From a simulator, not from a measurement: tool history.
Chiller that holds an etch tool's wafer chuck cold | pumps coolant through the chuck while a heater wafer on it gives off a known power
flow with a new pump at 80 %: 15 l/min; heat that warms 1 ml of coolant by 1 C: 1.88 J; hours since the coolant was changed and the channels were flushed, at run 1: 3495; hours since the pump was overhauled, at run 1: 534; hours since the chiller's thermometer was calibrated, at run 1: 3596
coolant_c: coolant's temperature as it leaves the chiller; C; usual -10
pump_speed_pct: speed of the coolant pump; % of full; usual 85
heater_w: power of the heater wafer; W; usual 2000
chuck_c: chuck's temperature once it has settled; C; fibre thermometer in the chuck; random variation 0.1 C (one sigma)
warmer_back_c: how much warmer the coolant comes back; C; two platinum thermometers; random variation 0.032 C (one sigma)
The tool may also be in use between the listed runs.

run    hour  coolant_c  pump_speed_pct  heater_w  hours since the coolant was changed and the channels were flushed  hours since the pump was overhauled  hours since the chiller's thermometer was calibrated  chuck_c  warmer_back_c
  1       0        -10              85      2000                                                               3495                                  534                                                  3596      3.7           3.94
  2    51.5        -10              85      2000                                                               3547                                  585                                                  3648      3.7           3.96
  3   103.6        -10              85      2000                                                               3599                                  638                                                  3700      3.6           3.99
  4   152.1        -10              85      2000                                                               3647                                  686                                                  3749      3.8              4
  5   204.7        -10              85      1562                                                               3700                                  739                                                  3801      0.7           3.12
  6   246.2        -10              85      1562                                                               3742                                  780                                                  3843      0.7           3.09
  7   274.9        -10              85      1562                                                               3770                                  809                                                  3871      0.9           3.11
  8   329.5        -10              85      1562                                                               3825                                  863                                                  3926      0.8           3.12
  9   377.3        -10              85      1562                                                               3873                                  911                                                  3974      0.8           3.13
 10   405.1        -10              85      1562                                                               3900                                  939                                                  4002      0.8            3.1
 11     444        -10              85      1562                                                               3939                                  978                                                  4040      0.7           3.08
 12   472.7        -10              85      1562                                                               3968                                 1007                                                  4069      0.9           3.09
 13   522.2        -10              85      1562                                                               4017                                 1056                                                  4119      0.6           3.08
 14   574.4        -10              85      1562                                                               4070                                 1108                                                  4171      0.6           3.02
 15   626.1        -10              85      1562                                                               4121                                 1160                                                  4223      0.7           3.12
 16     662        -10              85      1562                                                               4157                                 1196                                                  4259      0.8            3.1
 17   709.2        -10              85      1562                                                               4205                                 1243                                                  4306      0.8           3.11
 18   747.1         -6              72      2698                                                               4242                                 1281                                                  4344     15.8           6.52
 19     782        -20              85      1239                                                               4277                                 1316                                                  4378    -11.5           2.49
 20   826.4        -20              85      1239                                                               4322                                 1360                                                  4423    -11.6           2.41
 21   868.8        -20              85      1239                                                               4364                                 1403                                                  4465    -11.6           2.47
 22   910.6        -20              85      1239                                                               4406                                 1444                                                  4507    -11.4           2.42
 23   940.5        -16              76      1639                                                               4436                                 1474                                                  4537     -3.4           3.75
      954.7  -- chiller's thermometer calibrated
 24   989.4        -16              76      2318                                                               4484                                 1522                                                    35      1.6           5.19
 25  1031.4        -19              67      2058                                                               4526                                 1564                                                    77     -1.2           5.43
 26  1060.2        -19              67      1958                                                               4554                                 1593                                                   105     -2.1           5.11
 27  1087.7          0              67      1487                                                               4582                                 1621                                                   133     12.8           3.78
 28  1124.3         -1              65      1513                                                               4619                                 1657                                                   170     12.5           4.08
 29    1157         -8              65      2019                                                               4651                                 1690                                                   202      9.7           5.48
 30  1186.5         -8              98      1215                                                               4681                                 1719                                                   232     -0.8           2.08
 31  1229.4         -4              98      2604                                                               4724                                 1762                                                   275     11.5           4.41

Hidden state at the last listed run before each entry between runs and at the first one after, where it differs:
Between runs 23 and 24: chiller's thermometer calibrated (hour 954.7)
  no hidden state differs between the two runs
